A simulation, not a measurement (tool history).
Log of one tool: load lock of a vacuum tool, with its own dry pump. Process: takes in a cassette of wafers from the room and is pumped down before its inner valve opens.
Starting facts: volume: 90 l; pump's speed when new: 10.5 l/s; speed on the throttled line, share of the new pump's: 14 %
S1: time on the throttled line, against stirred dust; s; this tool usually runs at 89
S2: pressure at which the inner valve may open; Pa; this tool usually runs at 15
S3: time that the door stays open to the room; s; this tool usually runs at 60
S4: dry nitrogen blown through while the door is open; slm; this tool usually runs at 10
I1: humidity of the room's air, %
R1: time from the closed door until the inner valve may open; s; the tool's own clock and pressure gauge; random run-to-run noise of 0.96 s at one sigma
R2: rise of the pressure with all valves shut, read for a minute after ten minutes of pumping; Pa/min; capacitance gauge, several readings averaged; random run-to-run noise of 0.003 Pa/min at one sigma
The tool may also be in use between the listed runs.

run 1 hour=0.0 | S1=89 S2=15 S3=60 S4=10 | I1=46.1 | R1=158.0 R2=0.097
run 2 hour=140.7 | S1=89 S2=15 S3=60 S4=10 | I1=43.0 | R1=159.4 R2=0.105
run 3 hour=219.3 | S1=89 S2=15 S3=60 S4=10 | I1=44.6 | R1=159.5 R2=0.109
run 4 hour=290.1 | S1=89 S2=15 S3=60 S4=10 | I1=45.4 | R1=160.2 R2=0.116
run 5 hour=359.7 | S1=89 S2=14 S3=60 S4=10 | I1=45.4 | R1=158.6 R2=0.120
run 6 hour=464.7 | S1=89 S2=13 S3=60 S4=10 | I1=42.2 | R1=162.3 R2=0.121
run 7 hour=626.4 | S1=89 S2=13 S3=60 S4=10 | I1=45.4 | R1=161.5 R2=0.133
run 8 hour=730.9 | S1=89 S2=15 S3=60 S4=10 | I1=47.1 | R1=159.2 R2=0.137
run 9 hour=883.9 | S1=59 S2=15 S3=60 S4=10 | I1=45.7 | R1=135.9 R2=0.147
run 10 hour=992.7 | S1=59 S2=15 S3=60 S4=10 | I1=46.3 | R1=135.7 R2=0.157
run 11 hour=1136.3 | S1=89 S2=15 S3=161 S4=10 | I1=44.3 | R1=160.0 R2=0.167
run 12 hour=1222.8 | S1=89 S2=15 S3=161 S4=10 | I1=44.0 | R1=160.1 R2=0.171
run 13 hour=1316.9 | S1=89 S2=15 S3=60 S4=10 | I1=44.0 | R1=161.2 R2=0.171
run 14 hour=1472.5 | S1=89 S2=15 S3=60 S4=10 | I1=44.3 | R1=161.7 R2=0.183
run 15 hour=1597.9 | S1=68 S2=15 S3=117 S4=10 | I1=42.1 | R1=145.5 R2=0.197
run 16 hour=1675.3 | S1=68 S2=15 S3=117 S4=10 | I1=42.8 | R1=143.7 R2=0.203

Estimate the outcome of run 17 from the log above:
run 17 hour=1831.9 | S1=57 S2=15 S3=147 S4=10 | I1=49.1 | R1=? R2=?

{"run 17": {"R1": 133.5, "R2": 0.217}}
Had the tool carried no hidden state, the very same run would have given R1 124.0 s, R2 0.029 Pa/min.

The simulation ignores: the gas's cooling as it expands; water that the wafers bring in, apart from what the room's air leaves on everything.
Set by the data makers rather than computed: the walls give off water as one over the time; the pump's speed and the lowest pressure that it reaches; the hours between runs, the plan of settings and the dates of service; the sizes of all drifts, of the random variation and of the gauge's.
